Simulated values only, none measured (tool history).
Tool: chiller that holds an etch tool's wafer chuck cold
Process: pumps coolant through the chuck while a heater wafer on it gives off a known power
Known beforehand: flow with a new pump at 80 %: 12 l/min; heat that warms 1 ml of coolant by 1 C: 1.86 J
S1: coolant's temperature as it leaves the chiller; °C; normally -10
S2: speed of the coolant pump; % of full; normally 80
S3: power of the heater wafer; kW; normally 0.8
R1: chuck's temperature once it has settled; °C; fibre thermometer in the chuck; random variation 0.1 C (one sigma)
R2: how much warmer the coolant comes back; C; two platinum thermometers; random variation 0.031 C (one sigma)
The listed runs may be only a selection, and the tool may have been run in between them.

Run 1, hour 0: usual settings. Result: R1 -2.3 °C, R2 2.17 C.
Run 2, hour 59.7: usual settings. Result: R1 -2.1 °C, R2 2.17 C.
Run 3, hour 131: usual settings. Result: R1 -2.1 °C, R2 2.23 C.
Run 4, hour 189.7: usual settings but S2 82 % of full. Result: R1 -2.3 °C, R2 2.11 C.
Run 5, hour 276.2: usual settings but S2 82 % of full. Result: R1 -2 °C, R2 2.15 C.
Run 6, hour 328: usual settings but S2 82 % of full. Result: R1 -2.2 °C, R2 2.17 C.
Run 7, hour 376.4: usual settings but S3 0.965 kW. Result: R1 -0.3 °C, R2 2.67 C.
Run 8, hour 425.3: usual settings. Result: R1 -1.9 °C, R2 2.23 C.
Run 9, hour 487.4: usual settings but S3 0.616 kW. Result: R1 -4 °C, R2 1.72 C.
Run 10, hour 551.7: usual settings but S1 -13 °C. Result: R1 -4.9 °C, R2 2.21 C.
Run 11, hour 606.7: usual settings but S1 -13 °C, S2 69 % of full. Result: R1 -4.2 °C, R2 2.6 C.
Run 12, hour 696.1: usual settings. Result: R1 -1.9 °C, R2 2.17 C.
Run 13, hour 770.3: usual settings. Result: R1 -2 °C, R2 2.19 C.
Run 14, hour 850: usual settings but S3 0.724 kW. Result: R1 -2.8 °C, R2 2.04 C.
Run 15, hour 944.9: usual settings but S3 0.724 kW. Result: R1 -2.7 °C, R2 2.03 C.
Run 16, hour 1026.4: usual settings. Result: R1 -1.9 °C, R2 2.24 C.
Run 17, hour 1123: usual settings but S1 -4 °C, S2 71 % of full, S3 0.791 kW. Result: R1 4.8 °C, R2 2.51 C.
Run 18, hour 1206.6: usual settings but S1 -4 °C, S2 71 % of full, S3 0.791 kW. Result: R1 4.9 °C, R2 2.53 C.
At hour 1216.8: chiller's thermometer calibrated.
Run 19, hour 1284.3: usual settings but S1 -20 °C, S2 71 % of full, S3 0.414 kW. Result: R1 -15.9 °C, R2 1.4 C.
Run 20, hour 1332.2: usual settings but S1 -19 °C, S2 96 % of full, S3 0.78 kW. Result: R1 -12 °C, R2 1.84 C.
Run 21, hour 1407.4: usual settings but S1 -9 °C, S2 67 % of full, S3 0.532 kW. Result: R1 -3.4 °C, R2 1.8 C.
At hour 1445.3: chiller's thermometer calibrated, once more.
Run 22, hour 1470.5: usual settings but S1 -9 °C, S2 67 % of full, S3 0.532 kW. Result: R1 -2.3 °C, R2 1.81 C.
Run 23, hour 1530.6: usual settings but S1 -13 °C, S3 0.736 kW. Result: R1 -4.7 °C, R2 2.05 C.
Run 24, hour 1625.2: usual settings but S1 -13 °C, S3 0.736 kW. Result: R1 -4.6 °C, R2 2.14 C.
Run 25, hour 1693.8: usual settings but S1 -9 °C, S2 73 % of full, S3 0.621 kW. Result: R1 -1.5 °C, R2 1.98 C.
Run 26, hour 1742.3: usual settings but S3 0.466 kW. Result: R1 -4.8 °C, R2 1.36 C.
Run 27, hour 1799.2: usual settings but S1 -2 °C, S2 63 % of full, S3 0.934 kW. Result: R1 10.3 °C, R2 3.37 C.
Run 28, hour 1855.7: usual settings but S1 -2 °C, S2 63 % of full, S3 0.934 kW. Result: R1 10.5 °C, R2 3.5 C.
Run 29, hour 1928.9: usual settings but S1 -2 °C, S2 63 % of full, S3 0.934 kW. Result: R1 10.4 °C, R2 3.48 C.
Run 30, hour 2020.5: usual settings but S1 -2 °C, S2 63 % of full, S3 0.934 kW. Result: R1 10.4 °C, R2 3.43 C.
Run 31, hour 2104.8: usual settings but S1 -11 °C, S2 99 % of full, S3 0.489 kW. Result: R1 -6 °C, R2 1.15 C.

Hidden state or all else? Some run-to-run changes of R1, split into what the settings, what came in and random variation would give without the hidden state, and what is left for the hidden state (with any gauge scatter that isn't in both results):
Unlogged tool condition in this case: heat passed by the chuck's channels, % of clean ones'; flow at a given pump speed, % of a new pump's; coolant's true temperature over the reading, C; drift of the gauge itself on chuck_c, C; drift of the gauge itself on warmer_back_c, C.
Run 18 -> 19: S1 -4 -> -20, S3 0.791 -> 0.414, chiller's thermometer calibrated. R1 -20.8 °C: hidden state -1.1, all else -19.7.
Run 26 -> 27: S1 -10 -> -2, S2 80 -> 63, S3 0.466 -> 0.934. R1 +15.1 °C: hidden state +1.4, all else +13.7.
Run 30 -> 31: S1 -2 -> -11, S2 63 -> 99, S3 0.934 -> 0.489. R1 -16.4 °C: hidden state -1.5, all else -14.9.
